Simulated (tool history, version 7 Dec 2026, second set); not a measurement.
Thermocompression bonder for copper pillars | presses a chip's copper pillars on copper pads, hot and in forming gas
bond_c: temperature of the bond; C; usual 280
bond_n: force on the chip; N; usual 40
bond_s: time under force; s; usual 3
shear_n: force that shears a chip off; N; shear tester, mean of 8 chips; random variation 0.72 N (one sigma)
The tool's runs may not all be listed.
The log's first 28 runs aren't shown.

run   hour  bond_c  bond_n  bond_s  hours of work since the heater was calibrated  hours of work since the force cell was calibrated  hours of work since the gas filter was changed  shear_n
 29  446.3     254      38       4                                            690                                                557                                             238     41.1
 30  462.0     308      41       8                                            700                                                566                                             247     91.1
 31  483.6     308      41       8                                            712                                                579                                             260     89.2
 32  495.1     308      41       8                                            719                                                586                                             267     91.0
 33  518.4     296      43       2                                            733                                                599                                             280     55.9
 34  538.5     307      43       2                                            745                                                611                                             292     60.3
 35  548.3     284      30       2                                            751                                                617                                             298     36.0
 36  571.0     280      51       3                                            764                                                631                                             312     63.1
 37  589.2     281      40       3                                            775                                                641                                             322     52.3
 38  608.6     281      40       3                                            787                                                653                                             334     51.2
 39  631.1     280      31       3                                            800                                                666                                             347     40.1
 40  643.3     280      29       3                                            807                                                673                                             355     39.1

3 ways to go on from here, each from the tool as it stands after run 40. What would each give?
  A  661.4     303      29       3                                            818                                                684                                             365        ?
  B  661.4     280      37       2                                            818                                                684                                             365        ?
  C  661.4     300      25       3                                            818                                                684                                             365        ?

run  shear_n
  A     47.6
  B     41.2
  C     40.3
Without the tool's hidden state the same runs would have given:
run  shear_n
  A     47.8
  B     41.4
  C     40.5

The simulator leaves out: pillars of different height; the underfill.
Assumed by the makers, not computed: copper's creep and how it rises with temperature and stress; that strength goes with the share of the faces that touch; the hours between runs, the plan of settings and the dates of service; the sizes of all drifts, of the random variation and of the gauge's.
